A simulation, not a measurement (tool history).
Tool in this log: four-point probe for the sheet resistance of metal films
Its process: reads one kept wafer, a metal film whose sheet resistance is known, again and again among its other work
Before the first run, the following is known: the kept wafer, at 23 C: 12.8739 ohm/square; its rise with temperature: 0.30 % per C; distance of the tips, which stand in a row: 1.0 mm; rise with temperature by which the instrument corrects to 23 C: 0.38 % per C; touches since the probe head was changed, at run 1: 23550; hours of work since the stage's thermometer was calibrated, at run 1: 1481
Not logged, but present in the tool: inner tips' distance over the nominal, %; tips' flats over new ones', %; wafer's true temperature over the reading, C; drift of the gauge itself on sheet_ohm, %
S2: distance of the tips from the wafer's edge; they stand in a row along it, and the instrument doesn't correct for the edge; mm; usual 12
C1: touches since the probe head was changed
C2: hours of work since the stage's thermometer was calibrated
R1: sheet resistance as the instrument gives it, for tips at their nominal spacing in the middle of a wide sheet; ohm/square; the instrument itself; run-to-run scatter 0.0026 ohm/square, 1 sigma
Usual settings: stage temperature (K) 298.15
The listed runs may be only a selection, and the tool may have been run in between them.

Run 1, hour 0.0: usual settings; C1 23550; C2 1481. Result: R1 12.796906 ohm/square.
Run 2, hour 21.4: usual settings; C1 23931; C2 1496. Result: R1 12.797362 ohm/square.
Run 3, hour 61.7: usual settings; C1 24650; C2 1523. Result: R1 12.794185 ohm/square.
Run 4, hour 102.8: usual settings; C1 25384; C2 1551. Result: R1 12.793410 ohm/square.
Run 5, hour 143.8: usual settings; C1 26114; C2 1578. Result: R1 12.791309 ohm/square.
Run 6, hour 171.1: usual settings; C1 26601; C2 1597. Result: R1 12.793811 ohm/square.
Run 7, hour 210.0: usual settings but stage temperature (K) 306.15; C1 27294; C2 1623. Result: R1 12.703419 ohm/square.
Run 8, hour 235.9: usual settings but stage temperature (K) 306.15; C1 27755; C2 1640. Result: R1 12.702628 ohm/square.
Run 9, hour 263.9: usual settings but stage temperature (K) 300.15, S2 26 mm; C1 28254; C2 1659. Result: R1 12.733407 ohm/square.
At hour 267.9: stage's thermometer calibrated.
Run 10, hour 291.0: usual settings but stage temperature (K) 302.15, S2 59 mm; C1 28730; C2 16. Result: R1 12.694400 ohm/square.
Run 11, hour 314.9: usual settings but stage temperature (K) 305.15, S2 7 mm; C1 29155; C2 32. Result: R1 12.802997 ohm/square.
Run 12, hour 351.6: usual settings but stage temperature (K) 291.15, S2 4 mm; C1 29809; C2 56. Result: R1 13.235532 ohm/square.
Run 13, hour 371.8: usual settings but stage temperature (K) 305.15, S2 18 mm; C1 30170; C2 70. Result: R1 12.683763 ohm/square.

3 ways to go on from here, each from the tool as it stands after run 13. What would each give?
Run A, hour 408.4: usual settings but stage temperature (K) 294.15, S2 14 mm; C1 30823; C2 95. Result: R1 ?.
Run B, hour 408.4: usual settings but stage temperature (K) 297.15, S2 17 mm; C1 30823; C2 95. Result: R1 ?.
Run C, hour 408.4: usual settings but S2 26 mm; C1 30823; C2 95. Result: R1 ?.

run         R1
  A  12.817188
  B  12.773996
  C  12.745381
With no hidden state in the tool, these same runs would have given:
run         R1
  A  12.932801
  B  12.889109
  C  12.860205
